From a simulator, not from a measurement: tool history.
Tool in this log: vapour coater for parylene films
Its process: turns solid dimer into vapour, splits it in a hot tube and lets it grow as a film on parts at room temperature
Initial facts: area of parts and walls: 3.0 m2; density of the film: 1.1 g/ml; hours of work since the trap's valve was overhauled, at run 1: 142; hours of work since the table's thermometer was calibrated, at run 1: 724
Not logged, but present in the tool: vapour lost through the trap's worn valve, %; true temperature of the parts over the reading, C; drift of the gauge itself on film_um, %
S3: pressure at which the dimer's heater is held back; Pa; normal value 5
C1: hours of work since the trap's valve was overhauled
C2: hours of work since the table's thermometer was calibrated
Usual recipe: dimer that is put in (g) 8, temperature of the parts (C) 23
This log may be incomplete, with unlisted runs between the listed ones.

Run 1, hour 0: usual settings; C1 142; C2 724. Result: thickness of the film (µm) 1.1.
Run 2, hour 44.6: usual settings; C1 166; C2 748. Result: thickness of the film (µm) 1.07.
Run 3, hour 63.7: usual settings; C1 176; C2 758. Result: thickness of the film (µm) 1.11.
Run 4, hour 93.3: usual settings but dimer that is put in (g) 4; C1 192; C2 775. Result: thickness of the film (µm) 0.55.
Run 5, hour 118.1: usual settings but dimer that is put in (g) 4; C1 206; C2 788. Result: thickness of the film (µm) 0.55.
Run 6, hour 151: usual settings but dimer that is put in (g) 4; C1 224; C2 806. Result: thickness of the film (µm) 0.54.
Run 7, hour 188.3: usual settings; C1 244; C2 826. Result: thickness of the film (µm) 1.07.
Run 8, hour 224.1: usual settings; C1 263; C2 846. Result: thickness of the film (µm) 1.08.
Run 9, hour 259.4: usual settings; C1 283; C2 865. Result: thickness of the film (µm) 1.07.
At hour 266.9: trap's valve overhauled.
Run 10, hour 296.7: usual settings but dimer that is put in (g) 9, temperature of the parts (C) 20; C1 16; C2 883. Result: thickness of the film (µm) 1.31.
Run 11, hour 335.5: usual settings but dimer that is put in (g) 9, temperature of the parts (C) 28, S3 3.68 Pa; C1 37; C2 904. Result: thickness of the film (µm) 0.92.
Run 12, hour 368.7: usual settings but dimer that is put in (g) 9, temperature of the parts (C) 28, S3 3.68 Pa; C1 55; C2 922. Result: thickness of the film (µm) 0.98.
At hour 391.4: trap's valve overhauled, once more.
Run 13, hour 393.1: usual settings but temperature of the parts (C) 27, S3 6.18 Pa; C1 1; C2 933. Result: thickness of the film (µm) 0.91.
Run 14, hour 426.5: usual settings but temperature of the parts (C) 27, S3 6.18 Pa; C1 19; C2 951. Result: thickness of the film (µm) 0.91.
Run 15, hour 462.9: usual settings but dimer that is put in (g) 3, S3 4.12 Pa; C1 39; C2 971. Result: thickness of the film (µm) 0.43.
Run 16, hour 494: usual settings but dimer that is put in (g) 3, S3 4.12 Pa; C1 56; C2 988. Result: thickness of the film (µm) 0.43.
Run 17, hour 514.1: usual settings but dimer that is put in (g) 3; C1 67; C2 999. Result: thickness of the film (µm) 0.42.
Run 18, hour 533.8: usual settings but dimer that is put in (g) 10, temperature of the parts (C) 17, S3 2.6 Pa; C1 77; C2 1010. Result: thickness of the film (µm) 1.99.

Below are 4 alternative next runs, each starting from the tool's condition after run 18. Predict each:
Run A, hour 570.3: usual settings but dimer that is put in (g) 10, temperature of the parts (C) 21, S3 2.88 Pa; C1 97; C2 1029. Result: thickness of the film (µm) ?.
Run B, hour 570.3: usual settings but dimer that is put in (g) 3, temperature of the parts (C) 21, S3 2.6 Pa; C1 97; C2 1029. Result: thickness of the film (µm) ?.
Run C, hour 570.3: usual settings but dimer that is put in (g) 3, S3 3.81 Pa; C1 97; C2 1029. Result: thickness of the film (µm) ?.
Run D, hour 570.3: usual settings but dimer that is put in (g) 7, temperature of the parts (C) 34; C1 97; C2 1029. Result: thickness of the film (µm) ?.

run  thickness of the film (µm)
  A                        1.64
  B                        0.52
  C                        0.43
  D                         0.6
Stripped of hidden state, with their random variation kept, the same runs would have yielded:
run  thickness of the film (µm)
  A                        1.75
  B                        0.55
  C                        0.46
  D                        0.64
